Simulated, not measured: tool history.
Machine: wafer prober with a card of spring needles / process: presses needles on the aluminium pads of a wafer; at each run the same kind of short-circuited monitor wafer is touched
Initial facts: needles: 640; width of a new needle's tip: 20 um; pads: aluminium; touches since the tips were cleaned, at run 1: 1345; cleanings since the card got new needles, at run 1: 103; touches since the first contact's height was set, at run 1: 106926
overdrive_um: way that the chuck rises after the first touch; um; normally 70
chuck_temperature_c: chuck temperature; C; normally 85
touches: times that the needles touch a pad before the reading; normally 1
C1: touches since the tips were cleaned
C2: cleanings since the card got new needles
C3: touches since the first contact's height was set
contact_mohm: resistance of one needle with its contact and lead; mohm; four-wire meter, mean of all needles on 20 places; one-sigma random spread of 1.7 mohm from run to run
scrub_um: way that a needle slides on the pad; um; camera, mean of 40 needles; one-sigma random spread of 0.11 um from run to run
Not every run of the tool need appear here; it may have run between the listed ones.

Run 1, hour 0: usual settings; C1 1345; C2 103; C3 106926. Result: contact_mohm 167 mohm, scrub_um 12.89 um.
At hour 4: tips cleaned on abrasive film.
At hour 14.9: tips cleaned on abrasive film.
Run 2, hour 14.9: usual settings but chuck_temperature_c 57 C; C1 0; C2 105; C3 109418. Result: contact_mohm 161 mohm, scrub_um 12.76 um.
At hour 26.6: tips cleaned on abrasive film.
Run 3, hour 31.9: usual settings but chuck_temperature_c 57 C; C1 894; C2 106; C3 112267. Result: contact_mohm 160 mohm, scrub_um 12.78 um.
At hour 39.4: tips cleaned on abrasive film.
At hour 50.1: tips cleaned on abrasive film.
Run 4, hour 50.4: usual settings but chuck_temperature_c 59 C; C1 55; C2 108; C3 115377. Result: contact_mohm 159 mohm, scrub_um 12.84 um.
At hour 61.1: tips cleaned on abrasive film.
Run 5, hour 71.5: usual settings but chuck_temperature_c 72 C; C1 1745; C2 109; C3 118916. Result: contact_mohm 161 mohm, scrub_um 13 um.
At hour 73.3: tips cleaned on abrasive film.
At hour 84.2: height of the first contact set anew.
At hour 86.4: tips cleaned on abrasive film.
At hour 98.2: tips cleaned on abrasive film.
Run 6, hour 103.5: usual settings but chuck_temperature_c 32 C; C1 895; C2 112; C3 3229. Result: contact_mohm 158 mohm, scrub_um 12.92 um.
At hour 111.3: tips cleaned on abrasive film.
At hour 122.4: tips cleaned on abrasive film.
Run 7, hour 123.3: usual settings but overdrive_um 64 um, chuck_temperature_c 42 C; C1 153; C2 114; C3 6547. Result: contact_mohm 157 mohm, scrub_um 11.9 um.
At hour 134.1: tips cleaned on abrasive film.
At hour 146.9: tips cleaned on abrasive film.
Run 8, hour 154.8: usual settings but overdrive_um 64 um, chuck_temperature_c 42 C; C1 1343; C2 116; C3 11845. Result: contact_mohm 161 mohm, scrub_um 11.73 um.
At hour 160.1: tips cleaned on abrasive film.
At hour 171.1: tips cleaned on abrasive film.
Run 9, hour 179: usual settings but overdrive_um 60 um, chuck_temperature_c 79 C; C1 1336; C2 118; C3 15893. Result: contact_mohm 167 mohm, scrub_um 10.98 um.
At hour 184.4: tips cleaned on abrasive film.
At hour 196.7: tips cleaned on abrasive film.
Run 10, hour 204.7: usual settings but overdrive_um 60 um, chuck_temperature_c 79 C; C1 1362; C2 120; C3 20223. Result: contact_mohm 167 mohm, scrub_um 11.15 um.

Forecast each of these 4 alternatives for the next run:
At hour 208.8: tips cleaned on abrasive film.
At hour 219.6: tips cleaned on abrasive film.
Run A, hour 229.4: usual settings but overdrive_um 80 um, chuck_temperature_c 26 C, touches 3; C1 1646; C2 122; C3 24355. Result: contact_mohm ?, scrub_um ?.
At hour 208.8: tips cleaned on abrasive film.
At hour 219.6: tips cleaned on abrasive film.
Run B, hour 229.4: usual settings but overdrive_um 62 um, chuck_temperature_c 59 C, touches 2; C1 1646; C2 122; C3 24355. Result: contact_mohm ?, scrub_um ?.
At hour 208.8: tips cleaned on abrasive film.
At hour 219.6: tips cleaned on abrasive film.
Run C, hour 229.4: usual settings but overdrive_um 51 um, chuck_temperature_c 103 C, touches 2; C1 1646; C2 122; C3 24355. Result: contact_mohm ?, scrub_um ?.
At hour 208.8: tips cleaned on abrasive film.
At hour 219.6: tips cleaned on abrasive film.
Run D, hour 229.4: usual settings but overdrive_um 59 um, chuck_temperature_c 79 C; C1 1646; C2 122; C3 24355. Result: contact_mohm ?, scrub_um ?.

run  contact_mohm  scrub_um
  A           154      14.7
  B           163     11.51
  C           172      9.29
  D           169     10.89
Take away the tool's hidden state, keep each run's random variation, and the runs would have read:
run  contact_mohm  scrub_um
  A           154      14.7
  B           163     11.51
  C           171      9.29
  D           169      10.9

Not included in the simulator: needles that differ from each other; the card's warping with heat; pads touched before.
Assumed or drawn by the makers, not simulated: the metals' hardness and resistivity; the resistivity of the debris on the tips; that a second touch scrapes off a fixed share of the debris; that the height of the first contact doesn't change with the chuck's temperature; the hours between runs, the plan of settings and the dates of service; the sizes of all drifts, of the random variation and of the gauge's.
